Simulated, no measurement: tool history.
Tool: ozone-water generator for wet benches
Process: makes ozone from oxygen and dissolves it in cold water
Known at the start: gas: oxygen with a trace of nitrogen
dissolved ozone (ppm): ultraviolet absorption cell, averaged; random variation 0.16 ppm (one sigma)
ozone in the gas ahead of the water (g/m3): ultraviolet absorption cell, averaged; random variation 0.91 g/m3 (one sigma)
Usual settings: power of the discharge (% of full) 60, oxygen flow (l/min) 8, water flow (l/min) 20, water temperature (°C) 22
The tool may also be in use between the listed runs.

run    hour  power of the discharge (% of full)  oxygen flow (l/min)  water flow (l/min)  water temperature (°C)  dissolved ozone (ppm)  ozone in the gas ahead of the water (g/m3)
  1       0                                  60                    8                  20                      22                   19.6                                       151.8
  2   127.3                                  60                    8                  20                      22                   19.8                                       151.6
  3   238.6                                  60                    8                  20                      22                   19.8                                       151.1
  4   312.7                                  60                    8                  20                      27                   17.9                                       153.1
  5   420.2                                  60                    8                  20                      27                   17.8                                         151
  6   479.8                                  60                 5.68                  20                      22                     20                                       177.6
  7   567.9                                  60                 5.68                  20                      22                     20                                       177.6
  8   633.5                                  60                    8                  31                      22                   14.3                                       149.5
  9   742.9                                  60                    8                  31                      22                   14.4                                       150.2
      865.6  -- contactor cleaned
 10   869.7                                  60                    8                  20                      22                   19.8                                       149.8
 11   923.2                                  60                11.66                  20                      22                     19                                       125.1
 12   978.8                                  60                    8                  20                      22                   19.8                                       149.4
 13  1099.5                                  60                    8                  20                      22                   19.7                                       148.8
 14  1186.1                                  60                    8                  20                      22                   19.6                                       148.8
 15  1289.3                                  66                    8                  17                      22                   23.8                                       160.8
 16  1349.7                                  66                    8                  17                      22                   23.8                                       162.9
 17  1431.5                                  66                    8                  22                      16                   22.2                                       164.2

Forecast run 18:
 18  1543.5                                  66                    8                  22                      16                      ?                                           ?

Run 18 gave dissolved ozone (ppm) 22.3, ozone in the gas ahead of the water (g/m3) 163.4.
Without the tool's hidden state the same run would have given dissolved ozone (ppm) 22.4, ozone in the gas ahead of the water (g/m3) 167.6.
